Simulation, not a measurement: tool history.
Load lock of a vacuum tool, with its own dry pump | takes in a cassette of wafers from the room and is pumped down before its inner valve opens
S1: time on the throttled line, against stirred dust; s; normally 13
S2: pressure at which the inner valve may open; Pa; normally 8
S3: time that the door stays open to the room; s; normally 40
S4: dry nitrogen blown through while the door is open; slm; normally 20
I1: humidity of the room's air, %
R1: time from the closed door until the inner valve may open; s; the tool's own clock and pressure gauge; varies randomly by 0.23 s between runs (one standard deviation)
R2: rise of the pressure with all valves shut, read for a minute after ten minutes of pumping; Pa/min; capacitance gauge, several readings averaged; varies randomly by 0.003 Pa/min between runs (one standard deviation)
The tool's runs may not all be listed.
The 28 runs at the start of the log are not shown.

run,hour,S1,S2,S3,S4,I1,R1,R2
29,13093.6,24,8,76,20,44.6,33.6,0.305
30,13401.6,6,8,37,11,45.4,21.7,0.298
31,13681.7,13,16,130,20,43.1,25.4,0.333
32,14122.4,13,16,130,20,45.3,25.5,0.355
33,14480.2,14,8,56,20,44.5,27.4,0.338
34,14965.5,13,9,49,27,43.6,26.8,0.346
35,15583.5,13,9,49,27,45.4,27.3,0.359
36,15881.6,13,9,49,27,45.2,26.8,0.378

4 options for the next run, each taken on its own from the tool as it stands now. Forecast them:
A,16344.4,25,10,40,18,44.6,?,?
B,16344.4,11,7,49,27,44.6,?,?
C,16344.4,13,10,40,20,45.4,?,?
D,16344.4,7,9,42,20,43.4,?,?

run,R1,R2
A,35.1,0.388
B,26.3,0.391
C,26.6,0.395
D,23.3,0.380
Without the tool's unlogged condition, the same runs would have read:
run,R1,R2
A,33.8,0.040
B,24.3,0.048
C,24.8,0.047
D,21.2,0.043
